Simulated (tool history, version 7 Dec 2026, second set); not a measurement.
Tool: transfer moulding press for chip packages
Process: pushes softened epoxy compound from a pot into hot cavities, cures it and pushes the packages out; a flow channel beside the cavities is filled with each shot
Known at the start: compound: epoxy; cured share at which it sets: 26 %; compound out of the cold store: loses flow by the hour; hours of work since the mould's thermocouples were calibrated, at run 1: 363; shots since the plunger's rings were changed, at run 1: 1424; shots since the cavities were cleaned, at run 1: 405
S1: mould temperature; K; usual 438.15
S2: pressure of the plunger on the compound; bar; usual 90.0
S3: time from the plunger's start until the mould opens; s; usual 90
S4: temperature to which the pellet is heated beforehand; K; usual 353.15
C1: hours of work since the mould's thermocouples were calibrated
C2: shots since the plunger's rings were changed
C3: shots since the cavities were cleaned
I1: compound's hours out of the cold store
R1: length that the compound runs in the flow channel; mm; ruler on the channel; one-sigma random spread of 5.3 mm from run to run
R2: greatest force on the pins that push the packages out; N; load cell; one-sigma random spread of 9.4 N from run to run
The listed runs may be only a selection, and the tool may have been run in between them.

Run 1, hour 0.0: usual settings; C1 363; C2 1424; C3 405; I1 16.8. Result: R1 636 mm, R2 713 N.
At hour 9.6: cavities cleaned with cleaning compound and waxed.
Run 2, hour 14.7: usual settings; C1 372; C2 1613; C3 73; I1 10.3. Result: R1 657 mm, R2 495 N.
Run 3, hour 36.3: usual settings; C1 388; C2 1921; C3 381; I1 12.5. Result: R1 656 mm, R2 703 N.
At hour 48.1: cavities cleaned with cleaning compound and waxed.
Run 4, hour 60.4: usual settings; C1 404; C2 2245; C3 176; I1 30.5. Result: R1 575 mm, R2 597 N.
Run 5, hour 83.0: usual settings; C1 420; C2 2568; C3 499; I1 26.2. Result: R1 590 mm, R2 751 N.
At hour 86.8: cavities cleaned with cleaning compound and waxed.
Run 6, hour 103.0: usual settings; C1 434; C2 2833; C3 232; I1 26.3. Result: R1 586 mm, R2 620 N.
At hour 124.2: cavities cleaned with cleaning compound and waxed.
Run 7, hour 126.3: usual settings but S4 361.15 K; C1 450; C2 3145; C3 30; I1 8.1. Result: R1 669 mm, R2 478 N.
Run 8, hour 144.1: usual settings but S1 440.15 K; C1 462; C2 3400; C3 285; I1 26.7. Result: R1 569 mm, R2 603 N.
Run 9, hour 159.1: usual settings but S1 440.15 K; C1 473; C2 3614; C3 499; I1 24.3. Result: R1 580 mm, R2 705 N.
At hour 162.2: cavities cleaned with cleaning compound and waxed.
Run 10, hour 186.4: usual settings; C1 492; C2 3984; C3 347; I1 26.3. Result: R1 582 mm, R2 693 N.
At hour 200.6: cavities cleaned with cleaning compound and waxed.
Run 11, hour 212.3: usual settings but S3 71 s; C1 509; C2 4332; C3 168; I1 9.8. Result: R1 634 mm, R2 874 N.
Run 12, hour 232.1: usual settings but S3 71 s; C1 524; C2 4616; C3 452; I1 11.8. Result: R1 622 mm, R2 1095 N.
At hour 238.4: cavities cleaned with cleaning compound and waxed.
Run 13, hour 259.8: usual settings but S2 73.4 bar, S3 71 s; C1 543; C2 4990; C3 306; I1 21.0. Result: R1 525 mm, R2 991 N.
At hour 268.2: plunger's sealing rings changed.
At hour 278.1: cavities cleaned with cleaning compound and waxed.
Run 14, hour 286.0: usual settings but S2 73.4 bar, S3 71 s; C1 559; C2 233; C3 112; I1 15.1. Result: R1 593 mm, R2 770 N.
Run 15, hour 312.1: usual settings but S2 73.4 bar, S3 71 s; C1 577; C2 607; C3 486; I1 37.4. Result: R1 512 mm, R2 975 N.
At hour 317.0: cavities cleaned with cleaning compound and waxed.
Run 16, hour 339.3: usual settings but S2 73.5 bar, S3 75 s; C1 596; C2 974; C3 319; I1 18.7. Result: R1 566 mm, R2 849 N.
At hour 355.4: cavities cleaned with cleaning compound and waxed.
Run 17, hour 359.2: usual settings but S1 445.15 K, S2 72.5 bar, S3 76 s, S4 362.15 K; C1 609; C2 1237; C3 54; I1 28.6. Result: R1 511 mm, R2 452 N.
Run 18, hour 383.3: usual settings but S2 97.9 bar; C1 627; C2 1582; C3 399; I1 12.7. Result: R1 675 mm, R2 701 N.
At hour 392.6: cavities cleaned with cleaning compound and waxed.
Run 19, hour 400.9: usual settings but S1 440.15 K, S3 96 s, S4 358.15 K; C1 638; C2 1813; C3 119; I1 21.6. Result: R1 596 mm, R2 505 N.
Run 20, hour 418.3: usual settings but S3 130 s; C1 651; C2 2061; C3 367; I1 16.6. Result: R1 619 mm, R2 626 N.
At hour 431.4: cavities cleaned with cleaning compound and waxed.
Run 21, hour 445.4: usual settings but S3 130 s; C1 669; C2 2427; C3 199; I1 12.2. Result: R1 655 mm, R2 556 N.
At hour 469.5: cavities cleaned with cleaning compound and waxed.
Run 22, hour 473.0: usual settings but S2 94.9 bar, S3 130 s; C1 688; C2 2801; C3 51; I1 14.1. Result: R1 653 mm, R2 469 N.
Run 23, hour 491.9: usual settings but S2 94.9 bar, S3 130 s; C1 702; C2 3072; C3 322; I1 34.4. Result: R1 560 mm, R2 594 N.
At hour 507.3: cavities cleaned with cleaning compound and waxed.
Run 24, hour 514.4: usual settings but S3 107 s; C1 717; C2 3372; C3 102; I1 36.9. Result: R1 539 mm, R2 476 N.
At hour 529.9: mould's thermocouples calibrated.
Run 25, hour 533.5: usual settings but S3 107 s; C1 3; C2 3616; C3 346; I1 21.3. Result: R1 600 mm, R2 624 N.
At hour 547.8: cavities cleaned with cleaning compound and waxed.
Run 26, hour 559.4: usual settings but S1 444.15 K, S2 88.6 bar, S4 354.15 K; C1 20; C2 3966; C3 166; I1 19.2. Result: R1 583 mm, R2 541 N.
Run 27, hour 583.0: usual settings but S1 442.15 K, S2 84.7 bar, S3 102 s, S4 356.15 K; C1 37; C2 4303; C3 503; I1 45.8. Result: R1 479 mm, R2 651 N.

Consider 3 possible next runs. They are alternatives, not a sequence: every one starts from the tool as it was left by run 27. What does each give?
At hour 587.1: cavities cleaned with cleaning compound and waxed.
Run A, hour 599.7: usual settings but S1 431.15 K, S2 85.8 bar, S3 116 s, S4 356.15 K; C1 48; C2 4521; C3 181; I1 28.1. Result: R1 ?, R2 ?.
At hour 587.1: cavities cleaned with cleaning compound and waxed.
Run B, hour 599.7: usual settings but S1 442.15 K, S2 105.5 bar, S3 114 s, S4 356.15 K; C1 48; C2 4521; C3 181; I1 39.4. Result: R1 ?, R2 ?.
At hour 587.1: cavities cleaned with cleaning compound and waxed.
Run C, hour 599.7: usual settings but S1 439.15 K, S2 84.7 bar, S3 74 s, S4 356.15 K; C1 48; C2 4521; C3 181; I1 22.8. Result: R1 ?, R2 ?.

run   R1   R2
  A  557  589
  B  554  531
  C  554  732
Stripped of hidden state, with their random variation kept, the same runs would have yielded:
run   R1   R2
  A  606  428
  B  603  390
  C  603  525
